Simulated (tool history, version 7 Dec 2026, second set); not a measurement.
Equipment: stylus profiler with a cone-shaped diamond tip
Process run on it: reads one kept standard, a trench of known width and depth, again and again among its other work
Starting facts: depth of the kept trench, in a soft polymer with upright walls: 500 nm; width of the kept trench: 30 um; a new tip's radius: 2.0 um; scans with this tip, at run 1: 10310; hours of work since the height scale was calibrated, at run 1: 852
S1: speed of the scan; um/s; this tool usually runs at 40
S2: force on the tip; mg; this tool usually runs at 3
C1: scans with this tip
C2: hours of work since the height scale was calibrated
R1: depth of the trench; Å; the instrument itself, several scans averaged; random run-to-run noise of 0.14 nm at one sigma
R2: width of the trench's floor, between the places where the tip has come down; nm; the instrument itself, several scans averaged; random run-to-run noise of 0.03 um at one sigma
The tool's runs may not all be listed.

| run | hour | S1 | S2 | C1 | C2 | R1 | R2 |
|---|---|---|---|---|---|---|---|
| 1 | 0 | 40 | 3 | 10310 | 852 | 5059.6 | 27110 |
| 2 | 20.3 | 40 | 3 | 10442 | 863 | 5059.4 | 27130 |
| 3 | 44.5 | 36 | 3 | 10599 | 875 | 5061.7 | 27170 |
| 4 | 61.5 | 36 | 3 | 10709 | 885 | 5062.5 | 27130 |
| 5 | 78.2 | 36 | 3 | 10817 | 894 | 5058.9 | 27120 |
| 6 | 104.3 | 36 | 3 | 10986 | 908 | 5060.5 | 27150 |
| 7 | 121.1 | 36 | 3 | 11095 | 917 | 5058.2 | 27150 |
| 8 | 148 | 36 | 3 | 11270 | 931 | 5059 | 27120 |
| 9 | 178.8 | 81 | 1.4 | 11470 | 948 | 5039.2 | 26650 |
| 10 | 202.5 | 81 | 1.4 | 11624 | 960 | 5036.9 | 26670 |
| 11 | 232.5 | 36 | 2.42 | 11818 | 976 | 5050.5 | 27090 |
| 12 | 250.2 | 47 | 5.81 | 11934 | 986 | 5091.6 | 27160 |
| 13 | 279.4 | 16 | 1.53 | 12123 | 1001 | 5036 | 27200 |
| 14 | 302.9 | 123 | 1.34 | 12275 | 1014 | 5034.7 | 26240 |

3 options for the next run, each taken on its own from the tool as it stands now. Forecast them:
| A | 331.6 | 150 | 1.29 | 12462 | 1029 | ? | ? |
| B | 331.6 | 115 | 1.12 | 12462 | 1029 | ? | ? |
| C | 331.6 | 29 | 1.34 | 12462 | 1029 | ? | ? |

| run | R1 | R2 |
|---|---|---|
| A | 5036.2 | 26020 |
| B | 5032.2 | 26240 |
| C | 5036.9 | 27080 |
Stripped of hidden state, with their random variation kept, the same runs would have yielded:
| run | R1 | R2 |
|---|---|---|
| A | 5036.3 | 26040 |
| B | 5032.2 | 26250 |
| C | 5036.9 | 27090 |

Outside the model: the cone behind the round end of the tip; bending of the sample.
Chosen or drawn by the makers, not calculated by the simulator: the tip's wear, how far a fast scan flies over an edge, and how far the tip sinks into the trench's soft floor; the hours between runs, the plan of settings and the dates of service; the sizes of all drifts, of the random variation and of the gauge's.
